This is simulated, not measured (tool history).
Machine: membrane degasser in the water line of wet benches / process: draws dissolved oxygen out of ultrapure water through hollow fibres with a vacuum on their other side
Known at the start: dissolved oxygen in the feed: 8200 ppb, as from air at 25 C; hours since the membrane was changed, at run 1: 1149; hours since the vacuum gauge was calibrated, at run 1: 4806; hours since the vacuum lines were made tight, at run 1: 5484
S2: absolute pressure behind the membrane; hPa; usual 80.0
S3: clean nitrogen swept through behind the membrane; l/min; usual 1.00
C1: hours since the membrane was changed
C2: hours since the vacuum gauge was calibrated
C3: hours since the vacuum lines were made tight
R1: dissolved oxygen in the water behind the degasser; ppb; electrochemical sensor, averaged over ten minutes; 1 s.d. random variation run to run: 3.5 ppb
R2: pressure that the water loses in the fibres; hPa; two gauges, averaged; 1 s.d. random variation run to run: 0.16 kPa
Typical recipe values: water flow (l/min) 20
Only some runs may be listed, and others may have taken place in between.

Run 1, hour 0.0: usual settings; C1 1149; C2 4806; C3 5484. Result: R1 361.4 ppb, R2 331.3 hPa.
Run 2, hour 37.1: usual settings; C1 1186; C2 4843; C3 5521. Result: R1 363.7 ppb, R2 331.9 hPa.
Run 3, hour 108.1: usual settings but water flow (l/min) 14; C1 1257; C2 4914; C3 5592. Result: R1 208.3 ppb, R2 232.5 hPa.
Run 4, hour 162.9: usual settings; C1 1312; C2 4969; C3 5647. Result: R1 366.8 ppb, R2 330.8 hPa.
Run 5, hour 204.4: usual settings; C1 1353; C2 5010; C3 5689. Result: R1 363.6 ppb, R2 331.2 hPa.
Run 6, hour 272.8: usual settings but S3 2.01 l/min; C1 1421; C2 5079; C3 5757. Result: R1 265.7 ppb, R2 330.0 hPa.
Run 7, hour 322.5: usual settings but S3 2.01 l/min; C1 1471; C2 5129; C3 5807. Result: R1 262.4 ppb, R2 332.5 hPa.
Run 8, hour 402.5: usual settings but S2 68.5 hPa; C1 1551; C2 5209; C3 5887. Result: R1 314.0 ppb, R2 329.5 hPa.
Run 9, hour 438.5: usual settings; C1 1587; C2 5244; C3 5923. Result: R1 358.6 ppb, R2 330.3 hPa.
Run 10, hour 524.5: usual settings; C1 1673; C2 5330; C3 6009. Result: R1 362.9 ppb, R2 331.8 hPa.
Run 11, hour 572.3: usual settings; C1 1721; C2 5378; C3 6057. Result: R1 368.7 ppb, R2 331.3 hPa.
Run 12, hour 650.3: usual settings but water flow (l/min) 17; C1 1799; C2 5456; C3 6135. Result: R1 279.4 ppb, R2 281.7 hPa.
Run 13, hour 729.1: usual settings but water flow (l/min) 17; C1 1878; C2 5535; C3 6213. Result: R1 279.6 ppb, R2 282.6 hPa.
Run 14, hour 816.4: usual settings but S2 89.4 hPa; C1 1965; C2 5622; C3 6301. Result: R1 401.8 ppb, R2 335.1 hPa.
Run 15, hour 866.2: usual settings but S2 89.4 hPa; C1 2015; C2 5672; C3 6350. Result: R1 403.6 ppb, R2 330.0 hPa.
Run 16, hour 954.3: usual settings but S2 89.4 hPa; C1 2103; C2 5760; C3 6439. Result: R1 409.3 ppb, R2 331.3 hPa.
At hour 997.0: seals of the vacuum lines changed.
Run 17, hour 1031.2: usual settings but water flow (l/min) 18, S3 0.48 l/min; C1 2178; C2 5835; C3 34. Result: R1 475.9 ppb, R2 300.5 hPa.
Run 18, hour 1073.9: usual settings but water flow (l/min) 18, S3 0.48 l/min; C1 2221; C2 5878; C3 77. Result: R1 473.3 ppb, R2 299.7 hPa.
Run 19, hour 1148.4: usual settings but water flow (l/min) 32, S2 105.3 hPa, S3 0.48 l/min; C1 2295; C2 5952; C3 151. Result: R1 1264.4 ppb, R2 531.1 hPa.
Run 20, hour 1196.5: usual settings but water flow (l/min) 25, S2 195.4 hPa, S3 2.70 l/min; C1 2343; C2 6000; C3 199. Result: R1 597.2 ppb, R2 415.2 hPa.
Run 21, hour 1254.3: usual settings but S2 164.5 hPa, S3 0.99 l/min; C1 2401; C2 6058; C3 257. Result: R1 694.6 ppb, R2 333.1 hPa.
Run 22, hour 1297.9: usual settings but S2 164.5 hPa, S3 0.99 l/min; C1 2445; C2 6102; C3 301. Result: R1 709.2 ppb, R2 331.6 hPa.
Run 23, hour 1346.2: usual settings but water flow (l/min) 21, S2 66.5 hPa, S3 0.45 l/min; C1 2493; C2 6150; C3 349. Result: R1 489.9 ppb, R2 349.1 hPa.
Run 24, hour 1390.0: usual settings but S2 80.6 hPa, S3 1.72 l/min; C1 2537; C2 6194; C3 393. Result: R1 284.4 ppb, R2 333.2 hPa.
Run 25, hour 1455.6: usual settings but S2 80.6 hPa, S3 0.68 l/min; C1 2602; C2 6260; C3 459. Result: R1 448.7 ppb, R2 329.4 hPa.

The next listed run, before its measurement:
Run 26, hour 1504.6: usual settings but S2 80.6 hPa, S3 0.41 l/min; C1 2651; C2 6309; C3 508. Result: R1 ?, R2 ?.

R1: 601.8 ppb
R2: 332.6 hPa
With no hidden state in the tool, this same run would have given R1 568.2 ppb, R2 329.8 hPa.
